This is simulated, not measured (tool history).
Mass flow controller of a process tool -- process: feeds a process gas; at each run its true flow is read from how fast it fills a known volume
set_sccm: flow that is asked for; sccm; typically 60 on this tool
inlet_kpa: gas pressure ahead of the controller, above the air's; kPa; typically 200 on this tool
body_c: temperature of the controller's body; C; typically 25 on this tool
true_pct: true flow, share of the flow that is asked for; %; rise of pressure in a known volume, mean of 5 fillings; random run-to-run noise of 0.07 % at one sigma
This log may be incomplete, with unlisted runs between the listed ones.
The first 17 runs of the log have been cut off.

Run 18, hour 1179.5: usual settings but set_sccm 62 sccm. Result: true_pct 98.19 %.
Run 19, hour 1221.9: usual settings but set_sccm 62 sccm. Result: true_pct 98.18 %.
Run 20, hour 1290.3: usual settings. Result: true_pct 98.21 %.
Run 21, hour 1351.2: usual settings but body_c 31 C. Result: true_pct 97.77 %.
Run 22, hour 1417.0: usual settings but body_c 31 C. Result: true_pct 97.64 %.
Run 23, hour 1490.5: usual settings but body_c 24 C. Result: true_pct 98.37 %.
Run 24, hour 1573.0: usual settings but set_sccm 141 sccm, inlet_kpa 166 kPa. Result: true_pct 99.13 %.
Run 25, hour 1658.3: usual settings but set_sccm 187 sccm, inlet_kpa 166 kPa, body_c 28 C. Result: true_pct 99.63 %.
Run 26, hour 1708.6: usual settings but set_sccm 54 sccm, inlet_kpa 166 kPa, body_c 24 C. Result: true_pct 98.17 %.

Run 27 has not been measured yet. What should we expect?
Run 27, hour 1781.1: usual settings but set_sccm 54 sccm, body_c 35 C. Result: true_pct ?.

Run 27 came out at true_pct 97.41 %.
Minus the tool's unlogged condition, the same run would have read true_pct 96.78 %.
